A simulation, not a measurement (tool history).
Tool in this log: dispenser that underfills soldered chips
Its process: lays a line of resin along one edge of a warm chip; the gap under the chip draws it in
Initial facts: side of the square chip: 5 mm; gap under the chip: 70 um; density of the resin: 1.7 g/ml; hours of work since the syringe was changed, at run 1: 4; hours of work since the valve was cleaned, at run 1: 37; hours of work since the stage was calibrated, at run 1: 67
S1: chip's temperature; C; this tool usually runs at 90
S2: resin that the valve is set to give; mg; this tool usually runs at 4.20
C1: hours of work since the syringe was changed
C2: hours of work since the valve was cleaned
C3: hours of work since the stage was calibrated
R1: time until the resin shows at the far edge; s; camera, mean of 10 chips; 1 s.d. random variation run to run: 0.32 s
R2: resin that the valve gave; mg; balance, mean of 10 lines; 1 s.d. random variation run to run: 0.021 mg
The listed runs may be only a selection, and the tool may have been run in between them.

run   hour   S1    S2  C1  C2   C3    R1    R2
  1    0.0   90  4.20   4  37   67  14.1  4.07
  2    3.4   90  4.20   7  39   70  15.8  4.06
       5.0  -- new syringe of resin
  3    6.1   90  4.20   1  41   71  12.0  4.11
  4   10.0   90  4.20   4  44   74  13.3  4.04
  5   15.0   90  4.20   7  47   78  15.6  4.03
      16.1  -- new syringe of resin
  6   18.6   93  4.20   2  50   80  11.2  4.06
  7   21.5   90  4.20   4  52   82  14.0  4.03
  8   25.3   90  4.20   7  55   85  15.7  3.98
      27.0  -- new syringe of resin
  9   28.5   90  4.20   1  57   87  12.1  3.99
 10   33.9   90  4.20   5  61   91  14.3  3.94
      38.1  -- new syringe of resin
 11   39.6   90  4.20   1  64   95  12.1  3.98
 12   42.2   90  3.66   3  66   97  14.2  3.47
 13   47.5   90  3.66   7  70  101  16.0  3.47
      49.0  -- new syringe of resin
 14   52.4   90  3.66   3  73  104  13.8  3.43
 15   55.7   90  3.78   5  76  106  14.6  3.56
 16   58.1   90  4.93   7  78  108  15.5  4.64
      60.2  -- new syringe of resin
 17   60.9  104  4.20   0  79  110   7.1  3.93
 18   64.7   90  4.20   3  82  113  13.4  3.92
 19   70.0   90  4.68   7  86  116  15.3  4.32
      71.2  -- new syringe of resin
 20   75.0   90  5.30   3  89  120  12.5  4.95
 21   79.9   90  3.71   6  93  123  15.9  3.43
      82.4  -- new syringe of resin
 22   84.3   90  3.71   1  96  126  13.6  3.45
      88.6  -- dispensing valve cleaned and set on the balance
 23   90.7   91  4.55   5   2  130  13.1  4.54
      94.5  -- new syringe of resin
 24   95.3  104  4.57   1   5  133   8.0  4.59
 25  100.1   81  5.43   4   8  137  18.9  5.40
 26  102.7   77  5.16   6  10  139  23.8  5.11
     105.5  -- new syringe of resin
 27  107.9   77  5.14   2  14  142  19.0  5.08
 28  110.7   76  4.02   4  16  144  23.2  3.94
 29  115.7  103  4.45   7  19  148   9.7  4.38
     116.5  -- new syringe of resin
 30  121.1  103  4.45   3  23  152   8.1  4.37
 31  126.4   82  5.32   7  27  155  20.8  5.18
     127.5  -- new syringe of resin
 32  130.2   89  4.94   2  29  158  13.0  4.84
 33  134.9   98  4.20   5  33  161  11.4  4.11
     138.4  -- new syringe of resin
 34  139.0   98  4.20   0  35  164   9.6  4.10
 35  141.9   97  3.93   3  37  166  10.2  3.84
 36  146.4   76  5.14   6  41  169  24.3  4.96

Predict each of these 3 candidate next runs independently; none follows another, all start after run 36:
     149.3  -- new syringe of resin
  A  151.2  88  5.14   1  44  173   ?   ?
     149.3  -- new syringe of resin
  B  151.2  91  4.20   1  44  173   ?   ?
     149.3  -- new syringe of resin
  C  151.2  98  5.14   1  44  173   ?   ?

run    R1    R2
  A  12.9  4.97
  B  12.2  4.02
  C   8.3  4.99
With the hidden condition removed and each run's random variation left untouched, the same runs would have given:
run    R1    R2
  A  12.1  5.14
  B  11.3  4.16
  C   7.7  5.16
